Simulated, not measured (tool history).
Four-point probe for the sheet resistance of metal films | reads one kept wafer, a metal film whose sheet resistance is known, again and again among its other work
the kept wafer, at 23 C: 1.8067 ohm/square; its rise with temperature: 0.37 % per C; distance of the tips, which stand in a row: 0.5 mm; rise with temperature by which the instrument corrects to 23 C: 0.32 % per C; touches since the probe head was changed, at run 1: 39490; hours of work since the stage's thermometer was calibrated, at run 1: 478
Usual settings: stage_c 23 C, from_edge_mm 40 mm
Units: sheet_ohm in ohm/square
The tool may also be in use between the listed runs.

run    hour  stage_c  from_edge_mm  touches since the probe head was changed  hours of work since the stage's thermometer was calibrated  sheet_ohm
  1       0       23            40                                     39490                                                         478   1.812262
  2    30.7       23            40                                     40119                                                         496    1.81264
  3    70.4       23            40                                     40930                                                         520   1.812547
  4   111.9       24            40                                     41780                                                         545   1.813235
  5   169.7       24            40                                     42962                                                         580   1.813617
  6   219.3       24            40                                     43977                                                         610    1.81362
  7   264.6       24            40                                     44904                                                         638   1.814004
  8   307.3       23            45                                     45779                                                         663   1.813867
  9   342.1       23            45                                     46490                                                         684   1.813281
 10   401.1       23            45                                     47698                                                         720   1.814337
 11   443.9       23            40                                     48572                                                         746   1.814257
 12   496.2       23            40                                     49644                                                         777   1.814442
 13   530.7       23             7                                     50349                                                         798   1.819374
 14   558.4       23            40                                     50915                                                         815   1.814055
 15   612.5       23            40                                     52023                                                         848    1.81457
 16   642.6       23            40                                     52638                                                         866   1.814456
 17   699.4       23            40                                     53801                                                         900   1.814902
 18   740.8       23            10                                     54650                                                         925   1.816605
 19   792.2       23             4                                     55701                                                         956   1.830327
 20   851.2       26            15                                     56908                                                         992   1.818688
 21   887.7       26            15                                     57655                                                        1014   1.818997
 22     947       23             4                                     58867                                                        1049   1.830249
 23   989.7       23             4                                     59741                                                        1075   1.830724
 24  1024.6       30            23                                     60455                                                        1096   1.821936
 25  1053.1       30            23                                     61040                                                        1114   1.821795
 26  1082.3       30            10                                     61637                                                        1131   1.823578
 27  1121.6       32            27                                     62440                                                        1155   1.823765
 28  1157.5       31            23                                     63175                                                        1177   1.823195
 29  1216.3       26            17                                     64378                                                        1212   1.819411
 30  1256.8       22            47                                     65207                                                        1236   1.816139
 31  1314.3       23            28                                     66384                                                        1271   1.817161
 32  1356.4       23            28                                     67246                                                        1297   1.816856
 33    1419       23            28                                     68527                                                        1334   1.817051
 34  1458.9       19            20                                     69343                                                        1359   1.814203
 35  1518.1       21             9                                     70555                                                        1394   1.819077
 36  1567.7       21            10                                     71569                                                        1424   1.818001
 37  1602.1       30            57                                     72272                                                        1445   1.823142

Some steps in sheet_ohm between neighbouring runs. How much of each would the tool show without its hidden state too (settings, what came in, random variation), and how much is left for the hidden state, with any gauge scatter that isn't in both results?
The hidden state here: inner tips' distance over the nominal, %; tips' flats over new ones', %; wafer's true temperature over the reading, C; drift of the gauge itself on sheet_ohm, %.
Run 18 -> 19: from_edge_mm 10 -> 4. sheet_ohm +0.013722 ohm/square: hidden state +0.000231, all else +0.013491.
Run 19 -> 20: stage_c 23 -> 26, from_edge_mm 4 -> 15. sheet_ohm -0.011639 ohm/square: hidden state +0.000124, all else -0.011763.
Run 21 -> 22: stage_c 26 -> 23, from_edge_mm 15 -> 4. sheet_ohm +0.011252 ohm/square: hidden state +0.000248, all else +0.011004.
Run 34 -> 35: stage_c 19 -> 21, from_edge_mm 20 -> 9. sheet_ohm +0.004874 ohm/square: hidden state +0.000206, all else +0.004668.

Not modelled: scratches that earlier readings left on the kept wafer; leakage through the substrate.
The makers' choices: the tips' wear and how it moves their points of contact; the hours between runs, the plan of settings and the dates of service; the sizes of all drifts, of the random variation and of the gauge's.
